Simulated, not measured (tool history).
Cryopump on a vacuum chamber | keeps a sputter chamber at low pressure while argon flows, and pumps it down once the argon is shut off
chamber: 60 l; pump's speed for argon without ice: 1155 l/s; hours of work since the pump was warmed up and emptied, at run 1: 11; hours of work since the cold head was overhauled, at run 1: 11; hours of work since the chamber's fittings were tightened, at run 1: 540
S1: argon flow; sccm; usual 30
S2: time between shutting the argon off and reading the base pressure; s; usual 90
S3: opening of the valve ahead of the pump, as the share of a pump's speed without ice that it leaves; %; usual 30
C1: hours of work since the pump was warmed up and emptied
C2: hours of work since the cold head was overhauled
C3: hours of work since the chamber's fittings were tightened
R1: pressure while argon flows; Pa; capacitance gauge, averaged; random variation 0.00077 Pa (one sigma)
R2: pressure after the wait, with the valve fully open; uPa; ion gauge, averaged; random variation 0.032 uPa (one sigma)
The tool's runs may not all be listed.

run 1 day=0.000 | S1=30 S2=90 S3=30 | C1=11 C2=11 C3=540 | R1=0.1468 R2=2.31
run 2 day=1.446 | S1=30 S2=90 S3=30 | C1=30 C2=30 C3=559 | R1=0.1469 R2=2.32
run 3 day=2.904 | S1=30 S2=90 S3=30 | C1=48 C2=48 C3=578 | R1=0.1492 R2=2.39
run 4 day=3.546 | S1=30 S2=90 S3=30 | C1=57 C2=57 C3=586 | R1=0.1481 R2=2.41
run 5 day=4.775 | S1=30 S2=229 S3=30 | C1=73 C2=73 C3=602 | R1=0.1478 R2=1.59
run 6 day=6.104 | S1=30 S2=90 S3=57 | C1=90 C2=90 C3=619 | R1=0.0779 R2=2.48
run 7 day=7.433 | S1=30 S2=90 S3=57 | C1=107 C2=107 C3=637 | R1=0.0791 R2=2.39
run 8 day=8.904 | S1=30 S2=90 S3=57 | C1=126 C2=126 C3=656 | R1=0.0790 R2=2.46
run 9 day=9.833 | S1=30 S2=90 S3=57 | C1=138 C2=138 C3=668 | R1=0.0788 R2=2.64
run 10 day=10.662 | S1=30 S2=90 S3=57 | C1=149 C2=149 C3=678 | R1=0.0785 R2=2.50
run 11 day=11.825 | S1=30 S2=90 S3=57 | C1=164 C2=164 C3=693 | R1=0.0799 R2=2.61
run 12 day=13.004 | S1=30 S2=90 S3=57 | C1=179 C2=179 C3=709 | R1=0.0790 R2=2.67
run 13 day=14.442 | S1=30 S2=90 S3=57 | C1=198 C2=198 C3=727 | R1=0.0804 R2=2.59
run 14 day=15.142 | S1=30 S2=90 S3=57 | C1=207 C2=207 C3=736 | R1=0.0796 R2=2.70
run 15 day=16.304 | S1=30 S2=90 S3=57 | C1=222 C2=222 C3=751 | R1=0.0799 R2=2.64
run 16 day=17.721 | S1=30 S2=90 S3=57 | C1=240 C2=240 C3=770 | R1=0.0805 R2=2.74
run 17 day=19.246 | S1=30 S2=90 S3=57 | C1=260 C2=260 C3=789 | R1=0.0799 R2=2.79
run 18 day=20.408 | S1=47 S2=90 S3=31 | C1=275 C2=275 C3=804 | R1=0.2265 R2=2.72
run 19 day=21.050 | S1=21 S2=90 S3=31 | C1=283 C2=283 C3=813 | R1=0.1020 R2=2.83
run 20 day=21.912 | S1=50 S2=136 S3=20 | C1=294 C2=294 C3=824 | R1=0.3744 R2=2.25
run 21 day=23.221 | S1=24 S2=21 S3=30 | C1=311 C2=311 C3=841 | R1=0.1196 R2=7.41
run 22 day=23.888 | S1=24 S2=21 S3=30 | C1=320 C2=320 C3=849 | R1=0.1189 R2=7.38
run 23 day=24.912 | S1=50 S2=75 S3=30 | C1=333 C2=333 C3=863 | R1=0.2500 R2=3.13
run 24 day=26.429 | S1=37 S2=229 S3=30 | C1=353 C2=353 C3=882 | R1=0.1858 R2=2.05
run 25 day=27.929 | S1=50 S2=90 S3=30 | C1=372 C2=372 C3=902 | R1=0.2490 R2=2.91
run 26 day=29.221 | S1=13 S2=257 S3=20 | C1=389 C2=389 C3=918 | R1=0.0977 R2=2.07
run 27 day=30.500 | S1=13 S2=257 S3=20 | C1=405 C2=405 C3=935 | R1=0.0967 R2=2.09
run 28 day=31.904 | S1=20 S2=90 S3=30 | C1=423 C2=423 C3=953 | R1=0.0997 R2=3.07
run 29 day=32.808 | S1=29 S2=90 S3=30 | C1=435 C2=435 C3=965 | R1=0.1456 R2=3.02
run 30 day=33.767 | S1=36 S2=75 S3=48 | C1=447 C2=447 C3=977 | R1=0.1155 R2=3.29
run 31 day=34.925 | S1=14 S2=74 S3=47 | C1=462 C2=462 C3=992 | R1=0.0457 R2=3.38
run 32 day=36.400 | S1=37 S2=90 S3=16 | C1=482 C2=482 C3=1011 | R1=0.3456 R2=3.01
run 33 day=37.092 | S1=30 S2=90 S3=19 | C1=490 C2=490 C3=1020 | R1=0.2363 R2=3.05
run 34 day=38.450 | S1=46 S2=90 S3=20 | C1=508 C2=508 C3=1038 | R1=0.3467 R2=3.11

Hidden state or all else? Some run-to-run changes of R1, split into what the settings, what came in and random variation would give without the hidden state, and what is left for the hidden state (with any gauge scatter that isn't in both results):
The hidden state here: pump's speed, % of a pump's without ice; cold plate's temperature, K; leak into the chamber, uPa l/s; drift of the gauge itself on working_pa, %; drift of the gauge itself on base_upa, %.
Run 19 -> 20: S1 21 -> 50, S2 90 -> 136, S3 31 -> 20. R1 +0.2724 Pa: hidden state +0.0034, all else +0.2690.
Run 20 -> 21: S1 50 -> 24, S2 136 -> 21, S3 20 -> 30. R1 -0.2548 Pa: hidden state -0.0029, all else -0.2519.
Run 25 -> 26: S1 50 -> 13, S2 90 -> 257, S3 30 -> 20. R1 -0.1513 Pa: hidden state -0.0052, all else -0.1461.
Run 30 -> 31: S1 36 -> 14, S2 75 -> 74, S3 48 -> 47. R1 -0.0698 Pa: hidden state -0.0036, all else -0.0662.
Run 31 -> 32: S1 14 -> 37, S2 74 -> 90, S3 47 -> 16. R1 +0.2999 Pa: hidden state +0.0043, all else +0.2956.
